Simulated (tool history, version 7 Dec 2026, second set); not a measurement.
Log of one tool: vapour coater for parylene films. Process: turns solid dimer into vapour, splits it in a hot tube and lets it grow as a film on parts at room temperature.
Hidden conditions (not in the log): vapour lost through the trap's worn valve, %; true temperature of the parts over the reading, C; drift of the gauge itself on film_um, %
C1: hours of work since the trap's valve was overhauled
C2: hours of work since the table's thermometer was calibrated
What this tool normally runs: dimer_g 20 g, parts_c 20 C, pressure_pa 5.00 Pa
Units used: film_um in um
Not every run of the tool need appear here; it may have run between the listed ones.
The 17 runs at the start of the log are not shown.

Run 18, hour 218.6: usual settings; C1 356; C2 502. Result: film_um 11.84 um.
Run 19, hour 234.0: usual settings but pressure_pa 2.69 Pa; C1 368; C2 514. Result: film_um 12.35 um.
Run 20, hour 250.3: usual settings but pressure_pa 2.69 Pa; C1 381; C2 527. Result: film_um 12.31 um.
Run 21, hour 260.4: usual settings; C1 389; C2 535. Result: film_um 11.94 um.
Run 22, hour 276.4: usual settings but dimer_g 25 g, parts_c 16 C, pressure_pa 7.60 Pa; C1 401; C2 548. Result: film_um 16.42 um.
Run 23, hour 288.8: usual settings but dimer_g 10 g, pressure_pa 8.35 Pa; C1 411; C2 557. Result: film_um 5.75 um.
Run 24, hour 300.9: usual settings but dimer_g 15 g, parts_c 17 C, pressure_pa 2.53 Pa; C1 421; C2 567. Result: film_um 10.15 um.
Run 25, hour 313.0: usual settings but dimer_g 29 g, parts_c 31 C, pressure_pa 9.63 Pa; C1 430; C2 577. Result: film_um 11.60 um.
Run 26, hour 322.6: usual settings but dimer_g 29 g, parts_c 31 C, pressure_pa 9.63 Pa; C1 438; C2 584. Result: film_um 11.61 um.
Run 27, hour 330.9: usual settings but dimer_g 29 g, parts_c 31 C, pressure_pa 9.63 Pa; C1 445; C2 591. Result: film_um 11.61 um.
Run 28, hour 344.3: usual settings but dimer_g 18 g; C1 455; C2 601. Result: film_um 10.50 um.
Run 29, hour 359.5: usual settings but dimer_g 18 g; C1 467; C2 614. Result: film_um 10.62 um.
Run 30, hour 370.5: usual settings but dimer_g 18 g; C1 476; C2 622. Result: film_um 10.75 um.
Run 31, hour 384.1: usual settings but pressure_pa 8.89 Pa; C1 487; C2 633. Result: film_um 11.43 um.
Run 32, hour 391.4: usual settings but pressure_pa 8.89 Pa; C1 493; C2 639. Result: film_um 11.47 um.
Run 33, hour 406.3: usual settings but dimer_g 23 g; C1 504; C2 651. Result: film_um 13.41 um.
At hour 417.9: trap's valve overhauled.
Run 34, hour 422.9: usual settings but pressure_pa 5.71 Pa; C1 4; C2 661. Result: film_um 11.74 um.
Run 35, hour 432.7: usual settings but dimer_g 24 g, parts_c 25 C, pressure_pa 2.95 Pa; C1 12; C2 668. Result: film_um 12.44 um.
Run 36, hour 444.8: usual settings but dimer_g 13 g, parts_c 15 C, pressure_pa 4.22 Pa; C1 21; C2 678. Result: film_um 9.09 um.
Run 37, hour 455.1: usual settings but dimer_g 8 g, parts_c 23 C, pressure_pa 10.54 Pa; C1 30; C2 686. Result: film_um 4.11 um.
Run 38, hour 466.5: usual settings but dimer_g 25 g, parts_c 19 C, pressure_pa 4.53 Pa; C1 39; C2 695. Result: film_um 15.20 um.
Run 39, hour 482.9: usual settings but dimer_g 16 g, parts_c 29 C, pressure_pa 6.36 Pa; C1 52; C2 708. Result: film_um 6.98 um.
Run 40, hour 496.1: usual settings but dimer_g 16 g, parts_c 29 C, pressure_pa 6.36 Pa; C1 62; C2 719. Result: film_um 6.95 um.
At hour 504.8: gauge calibrated.
Run 41, hour 506.9: usual settings but dimer_g 12 g, parts_c 26 C, pressure_pa 6.36 Pa; C1 71; C2 727. Result: film_um 5.94 um.

Consider 5 possible next runs. They are alternatives, not a sequence: every one starts from the tool as it was left by run 41. What does each give?
Run A, hour 520.9: usual settings but parts_c 15 C, pressure_pa 7.50 Pa; C1 82; C2 738. Result: film_um ?.
Run B, hour 520.9: usual settings but dimer_g 14 g, parts_c 26 C, pressure_pa 5.96 Pa; C1 82; C2 738. Result: film_um ?.
Run C, hour 520.9: usual settings but parts_c 24 C, pressure_pa 7.60 Pa; C1 82; C2 738. Result: film_um ?.
Run D, hour 520.9: usual settings but dimer_g 8 g, parts_c 23 C; C1 82; C2 738. Result: film_um ?.
Run E, hour 520.9: usual settings but dimer_g 12 g, parts_c 26 C, pressure_pa 6.33 Pa; C1 82; C2 738. Result: film_um ?.

run  film_um
  A    13.87
  B     6.88
  C    10.37
  D     4.38
  E     5.94
Had the tool no hidden state, the same runs would have come out as:
run  film_um
  A    13.88
  B     6.89
  C    10.38
  D     4.38
  E     5.95
